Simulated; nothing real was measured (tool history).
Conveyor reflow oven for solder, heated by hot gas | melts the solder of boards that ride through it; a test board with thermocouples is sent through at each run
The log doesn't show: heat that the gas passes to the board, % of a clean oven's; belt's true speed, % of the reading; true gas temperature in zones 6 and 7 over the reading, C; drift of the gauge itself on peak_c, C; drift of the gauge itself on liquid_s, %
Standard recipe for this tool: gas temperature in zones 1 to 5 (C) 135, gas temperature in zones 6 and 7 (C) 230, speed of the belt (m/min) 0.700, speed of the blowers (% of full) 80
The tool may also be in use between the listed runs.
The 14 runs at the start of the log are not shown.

run,hour,gas temperature in zones 1 to 5 (C),gas temperature in zones 6 and 7 (C),speed of the belt (m/min),speed of the blowers (% of full),hours of work since the flux was cleaned out,hours of work since the belt drive was overhauled,hours of work since the thermocouples were changed,highest temperature of the board (C),time above the solder's melting point (s)
15,1035.9,135,230,0.700,69,96,121,824,213.1,48.0
16,1086.4,135,230,0.700,80,120,145,847,214.6,49.7
17,1184.6,145,230,0.564,80,166,191,893,220.6,71.8
# hour 1246.0: thermocouples of zones 6 and 7 changed
18,1273.7,122,244,0.700,51,206,231,13,220.3,48.1
19,1372.6,145,228,0.824,84,253,277,59,211.3,41.7
20,1437.2,140,230,0.711,71,283,308,89,214.6,49.8
21,1494.4,140,230,0.731,63,309,334,116,211.9,45.7
22,1544.2,135,228,0.685,88,333,358,139,214.2,50.9
23,1614.2,135,230,0.579,78,365,390,172,219.5,65.5
# hour 1676.9: flux residue cleaned out of gas plates and filters
24,1710.4,135,232,0.700,80,16,433,215,217.8,51.6
25,1809.8,135,232,0.700,80,62,479,261,217.5,51.5
26,1859.5,135,226,0.629,65,85,503,284,212.9,54.6
27,1907.1,135,226,0.822,71,108,525,306,206.2,34.1
28,2009.3,135,226,0.822,71,155,573,354,205.1,34.1
29,2111.7,120,228,0.822,71,203,620,402,204.2,28.8
30,2176.7,120,237,0.673,60,233,651,432,215.9,48.3
31,2231.5,145,222,0.673,60,259,676,458,207.6,48.9

Alternative continuations, all from the tool just after run 31; predict every row:
A,2292.6,132,226,0.673,76,288,705,487,?,?
B,2292.6,145,242,0.673,60,288,705,487,?,?
C,2292.6,145,228,0.673,74,288,705,487,?,?

run,highest temperature of the board (C),time above the solder's melting point (s)
A,210.7,48.4
B,224.8,61.7
C,214.4,55.9
The same runs, with their run-to-run variation unchanged, on a tool lacking any hidden condition would have given:
run,highest temperature of the board (C),time above the solder's melting point (s)
A,212.8,49.8
B,226.8,62.0
C,216.5,56.7
